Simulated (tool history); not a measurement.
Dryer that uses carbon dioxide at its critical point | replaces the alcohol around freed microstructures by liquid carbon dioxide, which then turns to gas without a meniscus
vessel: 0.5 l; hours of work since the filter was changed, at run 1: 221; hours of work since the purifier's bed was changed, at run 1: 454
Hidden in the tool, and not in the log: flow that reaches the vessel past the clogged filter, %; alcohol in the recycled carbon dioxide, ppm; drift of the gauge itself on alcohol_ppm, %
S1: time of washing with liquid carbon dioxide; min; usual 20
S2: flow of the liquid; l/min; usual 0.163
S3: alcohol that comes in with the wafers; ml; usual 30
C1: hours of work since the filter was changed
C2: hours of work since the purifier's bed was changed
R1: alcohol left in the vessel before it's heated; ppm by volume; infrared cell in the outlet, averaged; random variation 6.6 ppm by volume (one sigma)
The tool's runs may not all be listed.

| run | hour | S1 | S2 | S3 | C1 | C2 | R1 |
|---|---|---|---|---|---|---|---|
| 1 | 0.0 | 20 | 0.163 | 30 | 221 | 454 | 524 |
| 2 | 10.6 | 20 | 0.163 | 30 | 228 | 461 | 515 |
| 3 | 20.6 | 24 | 0.163 | 30 | 235 | 468 | 278 |
|  | 22.9 | inlet filter changed |
| 4 | 38.6 | 24 | 0.163 | 30 | 10 | 479 | 215 |
| 5 | 53.2 | 24 | 0.163 | 30 | 20 | 488 | 214 |
| 6 | 72.4 | 24 | 0.163 | 30 | 33 | 501 | 247 |
| 7 | 92.3 | 24 | 0.163 | 30 | 46 | 514 | 233 |
| 8 | 103.3 | 30 | 0.163 | 30 | 53 | 522 | 147 |
| 9 | 111.8 | 30 | 0.163 | 30 | 59 | 527 | 150 |
| 10 | 132.0 | 20 | 0.163 | 23 | 72 | 541 | 386 |
| 11 | 148.3 | 20 | 0.163 | 50 | 83 | 551 | 664 |
| 12 | 164.8 | 20 | 0.163 | 50 | 94 | 562 | 687 |
| 13 | 178.2 | 18 | 0.163 | 30 | 103 | 571 | 710 |
| 14 | 190.1 | 18 | 0.163 | 30 | 111 | 579 | 712 |
| 15 | 209.0 | 20 | 0.163 | 30 | 123 | 591 | 492 |
| 16 | 228.6 | 17 | 0.163 | 30 | 136 | 604 | 889 |
| 17 | 246.4 | 20 | 0.163 | 42 | 148 | 616 | 642 |

Forecast run 18:
| 18 | 261.8 | 20 | 0.138 | 22 | 158 | 626 | ? |

R1: 787 ppm by volume
Without the tool's hidden state the same run would have given R1 512 ppm by volume.
